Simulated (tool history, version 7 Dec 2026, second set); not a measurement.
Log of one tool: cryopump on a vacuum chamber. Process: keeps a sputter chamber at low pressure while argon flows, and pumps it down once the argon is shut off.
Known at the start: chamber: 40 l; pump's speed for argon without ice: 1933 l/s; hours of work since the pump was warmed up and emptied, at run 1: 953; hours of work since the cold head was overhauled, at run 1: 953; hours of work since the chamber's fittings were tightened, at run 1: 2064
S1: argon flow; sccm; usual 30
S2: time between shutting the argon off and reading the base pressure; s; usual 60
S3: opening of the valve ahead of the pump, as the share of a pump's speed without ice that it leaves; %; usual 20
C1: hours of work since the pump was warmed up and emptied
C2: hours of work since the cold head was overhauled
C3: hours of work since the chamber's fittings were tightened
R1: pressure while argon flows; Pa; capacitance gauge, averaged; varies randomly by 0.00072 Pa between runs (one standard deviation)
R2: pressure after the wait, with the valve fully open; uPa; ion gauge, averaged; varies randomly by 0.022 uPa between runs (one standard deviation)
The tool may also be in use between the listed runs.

| run | hour | S1 | S2 | S3 | C1 | C2 | C3 | R1 | R2 |
|---|---|---|---|---|---|---|---|---|---|
| 1 | 0 | 30 | 60 | 20 | 953 | 953 | 2064 | 0.1386 | 1.93 |
|  | 38.2 | pump warmed up, emptied and cooled again |
| 2 | 50.4 | 16 | 60 | 20 | 10 | 990 | 2101 | 0.07 | 1.7 |
| 3 | 76.8 | 30 | 151 | 20 | 31 | 1011 | 2122 | 0.1321 | 1.42 |
| 4 | 125.6 | 30 | 151 | 20 | 70 | 1050 | 2161 | 0.1325 | 1.5 |
| 5 | 175.2 | 30 | 151 | 20 | 110 | 1090 | 2201 | 0.1329 | 1.52 |
| 6 | 227.9 | 30 | 71 | 20 | 152 | 1132 | 2243 | 0.1336 | 1.7 |
| 7 | 257.1 | 30 | 60 | 20 | 175 | 1155 | 2266 | 0.1336 | 1.88 |
| 8 | 286.9 | 30 | 60 | 18 | 199 | 1179 | 2290 | 0.1468 | 1.86 |
| 9 | 335.9 | 16 | 60 | 20 | 239 | 1219 | 2330 | 0.0709 | 1.9 |
| 10 | 388.4 | 22 | 60 | 20 | 281 | 1261 | 2372 | 0.0967 | 1.89 |
| 11 | 429.2 | 22 | 60 | 20 | 313 | 1293 | 2404 | 0.0984 | 1.98 |
| 12 | 454.6 | 22 | 60 | 20 | 334 | 1314 | 2425 | 0.0995 | 1.96 |
| 13 | 495.7 | 17 | 38 | 28 | 367 | 1347 | 2458 | 0.0551 | 2.29 |
| 14 | 544.2 | 30 | 122 | 15 | 406 | 1386 | 2497 | 0.1788 | 1.73 |

What does the tool deliver on the next run?
| 15 | 602 | 30 | 122 | 15 | 452 | 1432 | 2543 | ? | ? |

Run 15 came out at R1 0.1786 Pa, R2 1.83 uPa.
With the hidden condition absent and the run-to-run variation left alone, this run would have shown R1 0.1749 Pa, R2 0.4 uPa.
